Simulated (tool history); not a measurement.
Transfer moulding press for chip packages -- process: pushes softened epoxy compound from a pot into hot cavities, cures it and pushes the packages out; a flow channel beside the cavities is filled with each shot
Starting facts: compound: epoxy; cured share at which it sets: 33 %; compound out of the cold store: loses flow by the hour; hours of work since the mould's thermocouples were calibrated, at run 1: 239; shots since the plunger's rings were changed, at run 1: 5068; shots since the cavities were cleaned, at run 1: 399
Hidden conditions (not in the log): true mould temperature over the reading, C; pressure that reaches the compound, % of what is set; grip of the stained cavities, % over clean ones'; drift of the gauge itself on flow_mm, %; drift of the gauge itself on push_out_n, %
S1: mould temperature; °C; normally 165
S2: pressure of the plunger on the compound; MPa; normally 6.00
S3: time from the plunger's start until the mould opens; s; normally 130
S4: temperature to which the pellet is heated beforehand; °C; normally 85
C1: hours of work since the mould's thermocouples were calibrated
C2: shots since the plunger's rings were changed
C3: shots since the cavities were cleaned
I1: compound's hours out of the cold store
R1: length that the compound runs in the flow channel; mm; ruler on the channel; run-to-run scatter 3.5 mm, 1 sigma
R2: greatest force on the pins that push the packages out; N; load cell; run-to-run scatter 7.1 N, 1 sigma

run   hour   S1    S2   S3  S4   C1    C2   C3    I1   R1   R2
  1    0.0  165  6.00  130  85  239  5068  399  43.5  617  513
      11.0  -- cavities cleaned with cleaning compound and waxed
  2   15.5  165  6.00  130  85  245  5157   28  27.5  661  311
  3   29.0  165  6.00  130  85  251  5244  115  38.3  626  404
  4   39.8  165  6.00  130  85  255  5313  184  44.2  611  440
  5   49.4  165  6.00  132  85  260  5374  245  29.1  653  478
  6   67.8  165  6.00  132  85  268  5492  363  27.2  665  510
  7   79.7  165  6.00  132  85  273  5567  438  19.2  682  532
      84.3  -- cavities cleaned with cleaning compound and waxed
  8   94.0  165  6.04  130  85  278  5649   62  33.3  641  342
  9  107.7  167  6.04  130  85  284  5737  150  19.4  675  400
 10  115.8  167  6.04  130  92  288  5788  201  20.0  667  432
 11  124.1  167  6.04  130  92  292  5842  255  34.6  634  458
 12  142.3  167  6.04  130  92  300  5958  371  38.2  617  503
     157.7  -- cavities cleaned with cleaning compound and waxed
 13  161.2  167  6.04  120  92  307  6069   22  41.2  608  316
     166.1  -- plunger's sealing rings changed
 14  178.7  167  6.04  120  92  314    80  118  22.2  745  396
 15  195.9  167  6.04  120  92  321   190  228  14.9  771  480
 16  212.7  167  4.94  134  82  329   297  335  14.2  702  501
 17  221.8  160  6.00  148  88  332   355  393  30.0  728  541
     233.6  -- cavities cleaned with cleaning compound and waxed
 18  237.2  160  6.00  148  88  339   444   23  11.8  793  323
 19  247.4  160  6.00  148  88  343   509   88  36.7  711  380
 20  262.2  160  5.55  113  88  349   603  182  42.8  661  546
 21  279.9  160  5.17  148  78  357   717  296  11.3  736  507
 22  295.6  160  5.17  148  78  364   817  396  36.1  655  518
     307.1  -- cavities cleaned with cleaning compound and waxed
 23  310.3  167  5.17  133  89  370   901   20  13.4  707  309
 24  323.2  159  4.53  116  87  376   984  103  21.3  658  535
 25  338.6  161  6.00  156  81  382  1082  201  39.5  692  429
 26  351.4  163  4.82  161  76  388  1164  283  32.2  632  482
 27  369.2  163  4.82  161  76  396  1277  396  20.2  671  493

Branching from run 27: 4 alternative next runs. What would each branch give?
     381.7  -- cavities cleaned with cleaning compound and waxed
  A  385.3  167  6.00  130  83  402  1370  22  16.8   ?   ?
     381.7  -- cavities cleaned with cleaning compound and waxed
  B  385.3  172  6.00  127  85  402  1370  22  14.2   ?   ?
     381.7  -- cavities cleaned with cleaning compound and waxed
  C  385.3  165  5.86  134  80  402  1370  22  26.5   ?   ?
     381.7  -- cavities cleaned with cleaning compound and waxed
  D  385.3  159  4.82  140  81  402  1370  22  40.4   ?   ?

run   R1   R2
  A  745  315
  B  748  306
  C  712  312
  D  623  326
Without the tool's hidden state the same runs would have given:
run   R1   R2
  A  766  290
  B  770  280
  C  733  288
  D  641  304

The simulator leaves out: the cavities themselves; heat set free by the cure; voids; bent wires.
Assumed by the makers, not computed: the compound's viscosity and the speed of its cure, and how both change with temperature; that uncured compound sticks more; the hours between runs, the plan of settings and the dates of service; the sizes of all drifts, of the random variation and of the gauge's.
